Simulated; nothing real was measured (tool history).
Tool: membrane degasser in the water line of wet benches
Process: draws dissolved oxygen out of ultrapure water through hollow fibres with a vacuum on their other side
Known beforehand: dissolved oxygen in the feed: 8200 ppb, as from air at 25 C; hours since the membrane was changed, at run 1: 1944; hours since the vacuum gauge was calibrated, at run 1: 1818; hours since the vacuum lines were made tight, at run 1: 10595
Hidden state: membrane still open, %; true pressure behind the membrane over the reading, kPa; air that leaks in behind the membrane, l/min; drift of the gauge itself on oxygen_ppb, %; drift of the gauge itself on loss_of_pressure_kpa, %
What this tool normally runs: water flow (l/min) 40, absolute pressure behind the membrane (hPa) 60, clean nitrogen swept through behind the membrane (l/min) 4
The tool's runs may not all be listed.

run,day,water flow (l/min),absolute pressure behind the membrane (hPa),clean nitrogen swept through behind the membrane (l/min),hours since the membrane was changed,hours since the vacuum gauge was calibrated,hours since the vacuum lines were made tight,dissolved oxygen in the water behind the degasser (ppb),pressure that the water loses in the fibres (hPa)
1,0,40,60,4,1944,1818,10595,287,355.2
2,2.004,40,60,4,1992,1866,10643,286.3,358
3,3.679,40,60,4,2033,1906,10683,284.6,358.1
4,5.979,41,60,4,2088,1961,10738,299.4,365.8
5,8.217,41,60,4,2142,2015,10792,296.7,366.3
6,10.017,41,60,4,2185,2058,10835,297.5,364.4
7,12.25,41,60,4,2238,2112,10889,300.8,364.5
8,14.021,35,60,4,2281,2154,10931,231.5,311.5
9,17.438,35,60,4,2363,2237,11013,230,313.6
10,19.704,35,60,4,2417,2291,11068,229.9,313.4
11,21.25,35,60,4,2454,2328,11105,224.8,312.2
12,23.7,35,60,4,2513,2387,11164,228.8,313.9
13,26.925,35,60,4,2591,2464,11241,229.7,314.5
14,29.796,40,60,4,2659,2533,11310,286.9,356.5
15,32.983,40,60,4,2736,2610,11386,288.2,360.5
16,36.458,40,60,4,2819,2693,11470,294.6,358.4
# day 36.662: vacuum gauge calibrated
17,39.096,42,56.4,5.41,2882,58,11532,296.3,377.4
18,41.346,42,148.9,11.62,2936,112,11587,344.4,377.2
19,43.375,58,48.5,7.13,2985,161,11635,466.4,521.6
20,45.738,58,48.5,7.13,3042,218,11692,463.2,520.5
21,48.85,58,48.5,7.13,3116,292,11767,463.7,519.5
22,52.129,57,143.1,9.73,3195,371,11845,571.5,510.2
# day 52.346: vacuum gauge calibrated, once more
23,53.808,27,53,4.72,3235,35,11885,126.7,243.7
# day 56.417: seals of the vacuum lines changed
24,56.817,45,60,3.19,3305,105,10,368.3,402.3
25,58.346,40,62.9,2.24,3342,142,46,339.4,356.8
26,61.329,28,90.6,4,3413,214,118,202.9,248.1
27,64.112,53,49.8,2.89,3480,280,185,437.7,476.4
28,66.412,40,134.7,10.45,3535,336,240,315.3,359.3
29,67.967,46,134.7,4.28,3573,373,277,532,412.5
30,70.208,46,134.7,4.28,3626,427,331,537.1,412.2
31,71.796,40,60,1.67,3664,465,369,366.4,358.9
32,73.521,40,60,1.67,3706,506,411,362.8,358.9

Take each entry between the runs: how does the hidden state at the last listed run before it differ from the hidden state at the first listed run after it?
From run 16 to run 17: vacuum gauge calibrated (day 36.662)
  membrane still open, %: 99.2 -> 99.1; true pressure behind the membrane over the reading, kPa: 0.07 -> 0.1; air that leaks in behind the membrane, l/min: 0.0314 -> 0.0315
  measured less the result without the state, dissolved oxygen in the water behind the degasser (ppb): +9.6 -> +10.2; pressure that the water loses in the fibres (hPa): +3.1 -> +3.2
From run 22 to run 23: vacuum gauge calibrated, once more (day 52.346)
  true pressure behind the membrane over the reading, kPa: 0.11 -> -0.01; air that leaks in behind the membrane, l/min: 0.0323 -> 0.0324
  measured less the result without the state, dissolved oxygen in the water behind the degasser (ppb): +15.4 -> +4.9; pressure that the water loses in the fibres (hPa): +4.9 -> +2.3
From run 23 to run 24: seals of the vacuum lines changed (day 56.417)
  air that leaks in behind the membrane, l/min: 0.0324 -> 0.0039
  measured less the result without the state, dissolved oxygen in the water behind the degasser (ppb): +4.9 -> +9.1; pressure that the water loses in the fibres (hPa): +2.3 -> +4.1
